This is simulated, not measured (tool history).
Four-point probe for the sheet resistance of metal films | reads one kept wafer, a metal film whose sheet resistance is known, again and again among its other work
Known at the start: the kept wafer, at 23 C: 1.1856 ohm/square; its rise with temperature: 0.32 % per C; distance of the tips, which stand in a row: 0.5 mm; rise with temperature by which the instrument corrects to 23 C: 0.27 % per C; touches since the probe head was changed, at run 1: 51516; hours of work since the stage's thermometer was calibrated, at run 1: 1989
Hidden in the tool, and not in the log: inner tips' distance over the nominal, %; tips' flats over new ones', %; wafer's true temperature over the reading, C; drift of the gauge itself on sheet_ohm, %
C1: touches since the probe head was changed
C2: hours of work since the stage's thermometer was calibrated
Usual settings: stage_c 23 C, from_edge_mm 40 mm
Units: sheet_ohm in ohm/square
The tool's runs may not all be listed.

Run 1, hour 0: usual settings; C1 51516; C2 1989. Result: sheet_ohm 1.18853 ohm/square.
Run 2, hour 60: usual settings; C1 52619; C2 2035. Result: sheet_ohm 1.188474 ohm/square.
Run 3, hour 96.3: usual settings; C1 53287; C2 2062. Result: sheet_ohm 1.188629 ohm/square.
Run 4, hour 137.3: usual settings; C1 54040; C2 2094. Result: sheet_ohm 1.189131 ohm/square.
Run 5, hour 174: usual settings; C1 54714; C2 2122. Result: sheet_ohm 1.188873 ohm/square.
Run 6, hour 224: usual settings but stage_c 25 C; C1 55633; C2 2160. Result: sheet_ohm 1.190722 ohm/square.
Run 7, hour 291.6: usual settings but stage_c 19 C; C1 56876; C2 2212. Result: sheet_ohm 1.186677 ohm/square.
Run 8, hour 320.5: usual settings but stage_c 19 C; C1 57408; C2 2234. Result: sheet_ohm 1.186744 ohm/square.
Run 9, hour 370.1: usual settings but stage_c 19 C; C1 58321; C2 2272. Result: sheet_ohm 1.186799 ohm/square.
Run 10, hour 435.3: usual settings; C1 59519; C2 2322. Result: sheet_ohm 1.189816 ohm/square.
At hour 460.1: stage's thermometer calibrated.
Run 11, hour 476.2: usual settings; C1 60261; C2 12. Result: sheet_ohm 1.187816 ohm/square.
Run 12, hour 538.5: usual settings but from_edge_mm 33 mm; C1 61407; C2 60. Result: sheet_ohm 1.188184 ohm/square.
Run 13, hour 606.6: usual settings but from_edge_mm 33 mm; C1 62659; C2 112. Result: sheet_ohm 1.188488 ohm/square.
Run 14, hour 637.2: usual settings but from_edge_mm 33 mm; C1 63222; C2 135. Result: sheet_ohm 1.188812 ohm/square.
Run 15, hour 676.4: usual settings but from_edge_mm 33 mm; C1 63943; C2 165. Result: sheet_ohm 1.188646 ohm/square.
Run 16, hour 743.9: usual settings but from_edge_mm 33 mm; C1 65183; C2 217. Result: sheet_ohm 1.188955 ohm/square.
Run 17, hour 786.4: usual settings but stage_c 18 C, from_edge_mm 43 mm; C1 65964; C2 249. Result: sheet_ohm 1.185128 ohm/square.
Run 18, hour 855.8: usual settings but stage_c 18 C, from_edge_mm 43 mm; C1 67240; C2 302. Result: sheet_ohm 1.185942 ohm/square.
Run 19, hour 897.3: usual settings but stage_c 27 C; C1 68004; C2 334. Result: sheet_ohm 1.191834 ohm/square.
Run 20, hour 927.8: usual settings but stage_c 27 C, from_edge_mm 24 mm; C1 68564; C2 357. Result: sheet_ohm 1.192307 ohm/square.
Run 21, hour 983.3: usual settings but stage_c 27 C, from_edge_mm 24 mm; C1 69584; C2 400. Result: sheet_ohm 1.191818 ohm/square.
Run 22, hour 1051.7: usual settings but stage_c 28 C; C1 70841; C2 452. Result: sheet_ohm 1.192257 ohm/square.
Run 23, hour 1117.7: usual settings but stage_c 20 C, from_edge_mm 8 mm; C1 72054; C2 503. Result: sheet_ohm 1.190541 ohm/square.
Run 24, hour 1150.4: usual settings but stage_c 20 C, from_edge_mm 14 mm; C1 72657; C2 528. Result: sheet_ohm 1.188582 ohm/square.
Run 25, hour 1185.5: usual settings but stage_c 18 C, from_edge_mm 12 mm; C1 73302; C2 554. Result: sheet_ohm 1.188076 ohm/square.
Run 26, hour 1234.3: usual settings but stage_c 27 C, from_edge_mm 56 mm; C1 74198; C2 592. Result: sheet_ohm 1.192279 ohm/square.
Run 27, hour 1265: usual settings but stage_c 27 C, from_edge_mm 56 mm; C1 74763; C2 615. Result: sheet_ohm 1.19246 ohm/square.
Run 28, hour 1295.8: usual settings but stage_c 19 C, from_edge_mm 29 mm; C1 75330; C2 639. Result: sheet_ohm 1.18764 ohm/square.
Run 29, hour 1345.1: usual settings but stage_c 19 C, from_edge_mm 29 mm; C1 76236; C2 676. Result: sheet_ohm 1.187713 ohm/square.
Run 30, hour 1406.6: usual settings but stage_c 27 C, from_edge_mm 4 mm; C1 77367; C2 723. Result: sheet_ohm 1.202832 ohm/square.
Run 31, hour 1458.1: usual settings but stage_c 22 C, from_edge_mm 18 mm; C1 78314; C2 763. Result: sheet_ohm 1.190282 ohm/square.

Hidden state or all else? Some run-to-run changes of sheet_ohm, split into what the settings, what came in and random variation would give without the hidden state, and what is left for the hidden state (with any gauge scatter that isn't in both results):
Run 6 -> 7: stage_c 25 -> 19. sheet_ohm -0.004045 ohm/square: hidden state +0.000211, all else -0.004256.
Run 10 -> 11: stage's thermometer calibrated. sheet_ohm -0.002 ohm/square: hidden state -0.001557, all else -0.000443.
Run 18 -> 19: stage_c 18 -> 27, from_edge_mm 43 -> 40. sheet_ohm +0.005892 ohm/square: hidden state +0.000105, all else +0.005787.
Run 29 -> 30: stage_c 19 -> 27, from_edge_mm 29 -> 4. sheet_ohm +0.015119 ohm/square: hidden state +0.000193, all else +0.014926.
Run 30 -> 31: stage_c 27 -> 22, from_edge_mm 4 -> 18. sheet_ohm -0.01255 ohm/square: hidden state +0.000101, all else -0.012651.

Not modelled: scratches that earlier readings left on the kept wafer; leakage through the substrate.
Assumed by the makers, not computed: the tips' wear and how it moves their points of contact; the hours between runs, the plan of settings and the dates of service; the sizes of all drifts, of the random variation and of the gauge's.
